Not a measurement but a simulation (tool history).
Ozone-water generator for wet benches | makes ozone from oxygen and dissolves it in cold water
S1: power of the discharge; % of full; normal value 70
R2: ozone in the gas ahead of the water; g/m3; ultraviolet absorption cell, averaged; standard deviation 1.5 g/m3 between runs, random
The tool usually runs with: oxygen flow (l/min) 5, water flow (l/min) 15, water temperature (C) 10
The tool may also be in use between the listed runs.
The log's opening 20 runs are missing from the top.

Run 21, hour 2357: usual settings but S1 47 % of full, oxygen flow (l/min) 7.33, water flow (l/min) 12, water temperature (C) 17. Result: dissolved ozone (ppm) 23.2, R2 150.8 g/m3.
At hour 2395: water thermometer calibrated.
Run 22, hour 2496.8: usual settings but S1 47 % of full, oxygen flow (l/min) 7.33, water flow (l/min) 12, water temperature (C) 17. Result: dissolved ozone (ppm) 23.4, R2 148 g/m3.
Run 23, hour 2630.4: usual settings but S1 79 % of full, water temperature (C) 11. Result: dissolved ozone (ppm) 34.1, R2 267.9 g/m3.
Run 24, hour 2713.4: usual settings but water flow (l/min) 9, water temperature (C) 6. Result: dissolved ozone (ppm) 48.8, R2 248.4 g/m3.
Run 25, hour 2833.3: usual settings but water flow (l/min) 9, water temperature (C) 6. Result: dissolved ozone (ppm) 49.2, R2 247.9 g/m3.
Run 26, hour 2920.3: usual settings but water flow (l/min) 9, water temperature (C) 6. Result: dissolved ozone (ppm) 48.3, R2 247.7 g/m3.
Run 27, hour 3029.2: usual settings but S1 48 % of full, water temperature (C) 8. Result: dissolved ozone (ppm) 25.8, R2 194.1 g/m3.
Run 28, hour 3135: usual settings but oxygen flow (l/min) 7.26, water flow (l/min) 12, water temperature (C) 14. Result: dissolved ozone (ppm) 32, R2 191.7 g/m3.
Run 29, hour 3291.2: usual settings but oxygen flow (l/min) 6.08, water temperature (C) 14. Result: dissolved ozone (ppm) 28.8, R2 217.6 g/m3.
Run 30, hour 3446: usual settings but oxygen flow (l/min) 6.08, water temperature (C) 14. Result: dissolved ozone (ppm) 28.8, R2 215.1 g/m3.
Run 31, hour 3561: usual settings but S1 66 % of full, water temperature (C) 11. Result: dissolved ozone (ppm) 30.1, R2 237.9 g/m3.
Run 32, hour 3666.9: usual settings but S1 42 % of full, oxygen flow (l/min) 5.27, water temperature (C) 6. Result: dissolved ozone (ppm) 24, R2 171.7 g/m3.

What if the next run were any one of these 4? Each begins from the tool's condition after run 32:
Run A, hour 3801: usual settings but S1 57 % of full, oxygen flow (l/min) 5.27, water temperature (C) 6. Result: dissolved ozone (ppm) ?, R2 ?.
Run B, hour 3801: usual settings but S1 48 % of full, oxygen flow (l/min) 5.27, water flow (l/min) 21, water temperature (C) 6. Result: dissolved ozone (ppm) ?, R2 ?.
Run C, hour 3801: usual settings but S1 74 % of full, oxygen flow (l/min) 5.27, water temperature (C) 11. Result: dissolved ozone (ppm) ?, R2 ?.
Run D, hour 3801: usual settings but S1 63 % of full, oxygen flow (l/min) 4.71, water flow (l/min) 19, water temperature (C) 6. Result: dissolved ozone (ppm) ?, R2 ?.

run  dissolved ozone (ppm)     R2
  A                   29.1  206.6
  B                   19.5  188.3
  C                     32  245.5
  D                   25.5  238.6
Stripped of hidden state, with their random variation kept, the same runs would have yielded:
run  dissolved ozone (ppm)     R2
  A                   32.5  226.8
  B                   21.6  204.1
  C                   36.4  274.5
  D                   28.8  263.7

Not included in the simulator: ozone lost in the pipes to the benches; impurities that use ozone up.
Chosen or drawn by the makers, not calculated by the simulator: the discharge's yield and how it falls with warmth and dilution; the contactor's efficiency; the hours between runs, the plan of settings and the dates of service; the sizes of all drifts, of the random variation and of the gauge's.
